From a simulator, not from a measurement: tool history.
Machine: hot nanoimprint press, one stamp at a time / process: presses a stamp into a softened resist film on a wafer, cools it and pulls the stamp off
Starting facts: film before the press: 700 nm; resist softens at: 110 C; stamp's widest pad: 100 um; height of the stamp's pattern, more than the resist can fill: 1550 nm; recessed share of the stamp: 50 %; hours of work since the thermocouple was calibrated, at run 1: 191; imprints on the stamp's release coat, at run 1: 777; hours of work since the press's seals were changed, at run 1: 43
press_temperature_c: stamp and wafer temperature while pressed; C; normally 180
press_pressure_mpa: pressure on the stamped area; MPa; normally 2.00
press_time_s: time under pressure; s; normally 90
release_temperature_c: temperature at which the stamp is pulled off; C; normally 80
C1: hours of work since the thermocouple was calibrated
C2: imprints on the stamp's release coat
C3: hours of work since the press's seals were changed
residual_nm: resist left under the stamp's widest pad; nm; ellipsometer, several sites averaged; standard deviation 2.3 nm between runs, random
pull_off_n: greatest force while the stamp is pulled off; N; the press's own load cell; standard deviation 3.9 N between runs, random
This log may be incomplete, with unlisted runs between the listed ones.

{"run": 1, "hour": 0.0, "press_temperature_c": 180, "press_pressure_mpa": 2.0, "press_time_s": 90, "release_temperature_c": 80, "C1": 191, "C2": 777, "C3": 43, "residual_nm": 378.2, "pull_off_n": 209}
{"run": 2, "hour": 31.5, "press_temperature_c": 180, "press_pressure_mpa": 2.0, "press_time_s": 147, "release_temperature_c": 80, "C1": 208, "C2": 907, "C3": 59, "residual_nm": 321.9, "pull_off_n": 218}
{"run": 3, "hour": 53.2, "press_temperature_c": 180, "press_pressure_mpa": 1.24, "press_time_s": 90, "release_temperature_c": 80, "C1": 219, "C2": 997, "C3": 70, "residual_nm": 459.2, "pull_off_n": 215}
{"run": 4, "hour": 79.5, "press_temperature_c": 180, "press_pressure_mpa": 1.24, "press_time_s": 90, "release_temperature_c": 80, "C1": 233, "C2": 1105, "C3": 84, "residual_nm": 461.3, "pull_off_n": 219}
{"run": 5, "hour": 118.3, "press_temperature_c": 180, "press_pressure_mpa": 1.24, "press_time_s": 90, "release_temperature_c": 80, "C1": 253, "C2": 1265, "C3": 104, "residual_nm": 462.9, "pull_off_n": 222}
{"run": 6, "hour": 136.3, "press_temperature_c": 180, "press_pressure_mpa": 2.0, "press_time_s": 104, "release_temperature_c": 80, "C1": 262, "C2": 1339, "C3": 113, "residual_nm": 367.8, "pull_off_n": 224}
{"run": 7, "hour": 156.9, "press_temperature_c": 180, "press_pressure_mpa": 2.0, "press_time_s": 104, "release_temperature_c": 80, "C1": 273, "C2": 1424, "C3": 124, "residual_nm": 371.6, "pull_off_n": 233}
{"hour": 174.6, "done": "stamp cleaned and given a new release coat"}
{"run": 8, "hour": 198.6, "press_temperature_c": 184, "press_pressure_mpa": 2.0, "press_time_s": 90, "release_temperature_c": 80, "C1": 291, "C2": 99, "C3": 143, "residual_nm": 316.9, "pull_off_n": 200}
{"run": 9, "hour": 222.6, "press_temperature_c": 180, "press_pressure_mpa": 2.0, "press_time_s": 90, "release_temperature_c": 80, "C1": 304, "C2": 198, "C3": 155, "residual_nm": 393.6, "pull_off_n": 199}
{"run": 10, "hour": 244.0, "press_temperature_c": 180, "press_pressure_mpa": 2.12, "press_time_s": 90, "release_temperature_c": 80, "C1": 315, "C2": 286, "C3": 166, "residual_nm": 380.3, "pull_off_n": 198}
{"run": 11, "hour": 264.0, "press_temperature_c": 180, "press_pressure_mpa": 2.12, "press_time_s": 155, "release_temperature_c": 80, "C1": 325, "C2": 368, "C3": 177, "residual_nm": 314.6, "pull_off_n": 204}
{"run": 12, "hour": 306.5, "press_temperature_c": 180, "press_pressure_mpa": 2.12, "press_time_s": 155, "release_temperature_c": 80, "C1": 347, "C2": 544, "C3": 199, "residual_nm": 319.3, "pull_off_n": 212}
{"run": 13, "hour": 330.1, "press_temperature_c": 182, "press_pressure_mpa": 2.12, "press_time_s": 155, "release_temperature_c": 80, "C1": 360, "C2": 641, "C3": 211, "residual_nm": 289.8, "pull_off_n": 207}
{"run": 14, "hour": 355.6, "press_temperature_c": 182, "press_pressure_mpa": 2.12, "press_time_s": 155, "release_temperature_c": 80, "C1": 373, "C2": 746, "C3": 224, "residual_nm": 290.1, "pull_off_n": 215}
{"run": 15, "hour": 397.3, "press_temperature_c": 182, "press_pressure_mpa": 2.12, "press_time_s": 155, "release_temperature_c": 80, "C1": 394, "C2": 918, "C3": 246, "residual_nm": 289.3, "pull_off_n": 217}
{"run": 16, "hour": 419.2, "press_temperature_c": 182, "press_pressure_mpa": 2.12, "press_time_s": 155, "release_temperature_c": 80, "C1": 406, "C2": 1009, "C3": 257, "residual_nm": 295.5, "pull_off_n": 226}
{"run": 17, "hour": 452.9, "press_temperature_c": 178, "press_pressure_mpa": 1.62, "press_time_s": 56, "release_temperature_c": 78, "C1": 423, "C2": 1147, "C3": 275, "residual_nm": 523.0, "pull_off_n": 238}
{"run": 18, "hour": 476.4, "press_temperature_c": 178, "press_pressure_mpa": 1.62, "press_time_s": 56, "release_temperature_c": 78, "C1": 436, "C2": 1245, "C3": 287, "residual_nm": 531.9, "pull_off_n": 233}
{"run": 19, "hour": 494.1, "press_temperature_c": 187, "press_pressure_mpa": 2.55, "press_time_s": 90, "release_temperature_c": 80, "C1": 445, "C2": 1318, "C3": 296, "residual_nm": 256.1, "pull_off_n": 226}
{"run": 20, "hour": 520.3, "press_temperature_c": 173, "press_pressure_mpa": 2.55, "press_time_s": 179, "release_temperature_c": 80, "C1": 458, "C2": 1426, "C3": 310, "residual_nm": 416.1, "pull_off_n": 227}
{"hour": 539.3, "done": "stamp cleaned and given a new release coat"}
{"run": 21, "hour": 549.4, "press_temperature_c": 182, "press_pressure_mpa": 1.54, "press_time_s": 66, "release_temperature_c": 85, "C1": 470, "C2": 42, "C3": 321, "residual_nm": 453.5, "pull_off_n": 180}
{"run": 22, "hour": 583.6, "press_temperature_c": 178, "press_pressure_mpa": 1.57, "press_time_s": 62, "release_temperature_c": 65, "C1": 488, "C2": 183, "C3": 339, "residual_nm": 532.7, "pull_off_n": 256}
{"hour": 608.0, "done": "plate thermocouple calibrated"}
{"run": 23, "hour": 617.0, "press_temperature_c": 180, "press_pressure_mpa": 1.57, "press_time_s": 83, "release_temperature_c": 65, "C1": 5, "C2": 309, "C3": 355, "residual_nm": 417.4, "pull_off_n": 256}
{"run": 24, "hour": 659.6, "press_temperature_c": 180, "press_pressure_mpa": 1.57, "press_time_s": 83, "release_temperature_c": 65, "C1": 27, "C2": 484, "C3": 377, "residual_nm": 419.9, "pull_off_n": 247}
{"run": 25, "hour": 698.5, "press_temperature_c": 180, "press_pressure_mpa": 1.57, "press_time_s": 83, "release_temperature_c": 65, "C1": 47, "C2": 644, "C3": 397, "residual_nm": 424.3, "pull_off_n": 260}
{"run": 26, "hour": 734.1, "press_temperature_c": 188, "press_pressure_mpa": 1.43, "press_time_s": 83, "release_temperature_c": 77, "C1": 65, "C2": 792, "C3": 416, "residual_nm": 305.1, "pull_off_n": 227}
{"run": 27, "hour": 767.9, "press_temperature_c": 188, "press_pressure_mpa": 1.48, "press_time_s": 83, "release_temperature_c": 77, "C1": 83, "C2": 931, "C3": 433, "residual_nm": 302.9, "pull_off_n": 223}
{"run": 28, "hour": 801.5, "press_temperature_c": 180, "press_pressure_mpa": 3.13, "press_time_s": 90, "release_temperature_c": 80, "C1": 100, "C2": 1069, "C3": 451, "residual_nm": 312.1, "pull_off_n": 212}
{"run": 29, "hour": 841.7, "press_temperature_c": 180, "press_pressure_mpa": 3.13, "press_time_s": 90, "release_temperature_c": 80, "C1": 121, "C2": 1235, "C3": 472, "residual_nm": 313.1, "pull_off_n": 224}
{"run": 30, "hour": 872.8, "press_temperature_c": 180, "press_pressure_mpa": 3.13, "press_time_s": 90, "release_temperature_c": 80, "C1": 137, "C2": 1363, "C3": 488, "residual_nm": 315.1, "pull_off_n": 228}

Consider 3 possible next runs. They are alternatives, not a sequence: every one starts from the tool as it was left by run 30. What does each give?
{"hour": 908.2, "done": "stamp cleaned and given a new release coat"}
{"run": "A", "hour": 919.8, "press_temperature_c": 180, "press_pressure_mpa": 1.21, "press_time_s": 113, "release_temperature_c": 78, "C1": 159, "C2": 48, "C3": 509, "residual_nm": "?", "pull_off_n": "?"}
{"hour": 908.2, "done": "stamp cleaned and given a new release coat"}
{"run": "B", "hour": 919.8, "press_temperature_c": 180, "press_pressure_mpa": 2.49, "press_time_s": 90, "release_temperature_c": 88, "C1": 159, "C2": 48, "C3": 509, "residual_nm": "?", "pull_off_n": "?"}
{"hour": 908.2, "done": "stamp cleaned and given a new release coat"}
{"run": "C", "hour": 919.8, "press_temperature_c": 189, "press_pressure_mpa": 2.4, "press_time_s": 156, "release_temperature_c": 80, "C1": 159, "C2": 48, "C3": 509, "residual_nm": "?", "pull_off_n": "?"}

run=A residual_nm=436.9 pull_off_n=203
run=B residual_nm=354.2 pull_off_n=170
run=C residual_nm=179.4 pull_off_n=204
The same runs, with their run-to-run variation unchanged, on a tool lacking any hidden condition would have given:
run=A residual_nm=419.8 pull_off_n=199
run=B residual_nm=335.2 pull_off_n=167
run=C residual_nm=169.1 pull_off_n=200
